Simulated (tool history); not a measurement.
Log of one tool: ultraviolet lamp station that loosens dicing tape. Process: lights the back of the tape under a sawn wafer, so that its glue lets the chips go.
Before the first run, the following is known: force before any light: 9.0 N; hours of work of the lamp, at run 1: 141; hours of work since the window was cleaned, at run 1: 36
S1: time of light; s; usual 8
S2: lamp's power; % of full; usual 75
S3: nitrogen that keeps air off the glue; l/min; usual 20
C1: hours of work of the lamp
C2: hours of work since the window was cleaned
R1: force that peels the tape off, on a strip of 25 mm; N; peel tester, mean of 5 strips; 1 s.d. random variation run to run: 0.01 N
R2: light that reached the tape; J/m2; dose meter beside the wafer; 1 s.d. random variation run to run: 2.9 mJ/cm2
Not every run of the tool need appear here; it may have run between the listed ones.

run	hour	S1	S2	S3	C1	C2	R1	R2
1	0	8	75	20	141	36	0.552	3760
2	6.1	8	75	20	146	40	0.554	3770
3	11.1	8	93	20	150	44	0.336	4760
4	17.4	8	83	20	154	49	0.436	4180
5	27.6	8	75	22	162	56	0.518	3770
6	36.5	8	75	22	168	63	0.535	3700
7	47.1	8	75	22	176	71	0.539	3780
8	53.3	4	75	20	181	75	2.162	1840
9	63	4	75	20	188	82	2.195	1850
10	68	4	75	20	192	86	2.208	1840
11	74.9	5	80	23	197	91	1.298	2420
12	85.4	5	63	23	205	99	1.91	1900

For run 13, what comes out?
13	92.2	5	63	23	210	104	?	?

Run 13 measured R1 1.929 N, R2 1950 J/m2.
With no hidden state in the tool, this same run would have given R1 1.561 N, R2 2230 J/m2.
